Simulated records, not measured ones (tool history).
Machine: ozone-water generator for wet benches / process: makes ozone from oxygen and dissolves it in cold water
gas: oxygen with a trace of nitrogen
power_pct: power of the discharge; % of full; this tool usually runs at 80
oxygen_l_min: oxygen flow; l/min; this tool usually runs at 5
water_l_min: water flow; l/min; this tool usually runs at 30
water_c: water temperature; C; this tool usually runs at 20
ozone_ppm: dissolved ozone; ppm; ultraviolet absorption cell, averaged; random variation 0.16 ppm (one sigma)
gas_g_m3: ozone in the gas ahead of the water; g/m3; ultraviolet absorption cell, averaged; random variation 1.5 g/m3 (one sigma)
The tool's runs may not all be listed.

run 1 day=0 | power_pct=80 oxygen_l_min=5 water_l_min=30 water_c=20 | ozone_ppm=20.5 gas_g_m3=291.1
run 2 day=2.154 | power_pct=80 oxygen_l_min=5 water_l_min=38 water_c=20 | ozone_ppm=15.5 gas_g_m3=290.3
run 3 day=3.971 | power_pct=80 oxygen_l_min=5 water_l_min=38 water_c=20 | ozone_ppm=15.7 gas_g_m3=290.3
run 4 day=5.612 | power_pct=80 oxygen_l_min=5 water_l_min=38 water_c=20 | ozone_ppm=15.6 gas_g_m3=285.7
run 5 day=7.717 | power_pct=80 oxygen_l_min=5 water_l_min=38 water_c=20 | ozone_ppm=15.4 gas_g_m3=287.9
run 6 day=9.175 | power_pct=80 oxygen_l_min=5 water_l_min=20 water_c=20 | ozone_ppm=29.9 gas_g_m3=290.1
run 7 day=11.45 | power_pct=80 oxygen_l_min=5 water_l_min=20 water_c=20 | ozone_ppm=29.5 gas_g_m3=286.5
run 8 day=14.038 | power_pct=80 oxygen_l_min=5 water_l_min=20 water_c=20 | ozone_ppm=29.6 gas_g_m3=289.2
run 9 day=17.267 | power_pct=80 oxygen_l_min=5 water_l_min=20 water_c=20 | ozone_ppm=29.3 gas_g_m3=285.7
run 10 day=18.688 | power_pct=85 oxygen_l_min=5 water_l_min=37 water_c=22 | ozone_ppm=16 gas_g_m3=299.5
run 11 day=20.971 | power_pct=85 oxygen_l_min=3.35 water_l_min=24 water_c=22 | ozone_ppm=22 gas_g_m3=335
run 12 day=22.483 | power_pct=64 oxygen_l_min=3.15 water_l_min=30 water_c=13 | ozone_ppm=15.1 gas_g_m3=282.6

Forecast run 13:
run 13 day=25.833 | power_pct=80 oxygen_l_min=5 water_l_min=31 water_c=20 | ozone_ppm=? gas_g_m3=?

For run 13 the tool returned ozone_ppm 18.8 ppm, gas_g_m3 284.9 g/m3.
Minus the tool's unlogged condition, the same run would have read ozone_ppm 20.4 ppm, gas_g_m3 290.8 g/m3.
